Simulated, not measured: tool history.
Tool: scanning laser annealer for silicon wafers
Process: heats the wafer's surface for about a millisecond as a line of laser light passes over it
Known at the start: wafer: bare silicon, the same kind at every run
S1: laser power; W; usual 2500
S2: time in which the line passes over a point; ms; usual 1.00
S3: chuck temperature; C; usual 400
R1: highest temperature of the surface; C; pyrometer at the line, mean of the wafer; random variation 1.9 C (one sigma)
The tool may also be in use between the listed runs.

| run | day | S1 | S2 | S3 | R1 |
|---|---|---|---|---|---|
| 1 | 0.000 | 2500 | 1.00 | 400 | 1209 |
| 2 | 1.388 | 2500 | 1.00 | 380 | 1186 |
| 3 | 2.779 | 2500 | 1.00 | 380 | 1185 |
|  | 3.400 | window over the wafer cleaned |
| 4 | 4.017 | 2500 | 1.00 | 380 | 1201 |
| 5 | 4.729 | 2500 | 1.00 | 380 | 1200 |
| 6 | 6.038 | 2500 | 1.00 | 380 | 1202 |
| 7 | 6.704 | 2500 | 1.00 | 380 | 1202 |
| 8 | 8.142 | 2500 | 1.00 | 400 | 1213 |
| 9 | 9.121 | 2500 | 1.00 | 400 | 1211 |
| 10 | 9.804 | 2500 | 1.00 | 400 | 1217 |
| 11 | 11.254 | 2500 | 1.00 | 400 | 1213 |
| 12 | 12.008 | 2500 | 1.00 | 400 | 1215 |
| 13 | 13.212 | 2500 | 1.00 | 400 | 1214 |
| 14 | 13.992 | 2500 | 1.00 | 400 | 1214 |
| 15 | 14.912 | 2500 | 1.00 | 400 | 1210 |
| 16 | 15.946 | 2500 | 0.95 | 400 | 1186 |
| 17 | 17.408 | 2500 | 0.95 | 400 | 1186 |
| 18 | 18.146 | 2259 | 0.99 | 364 | 1088 |

Forecast run 19:
| 19 | 18.812 | 2482 | 1.00 | 375 | ? |

{"run 19": {"R1": 1177}}
Without the tool's hidden state the same run would have given R1 1208 C.
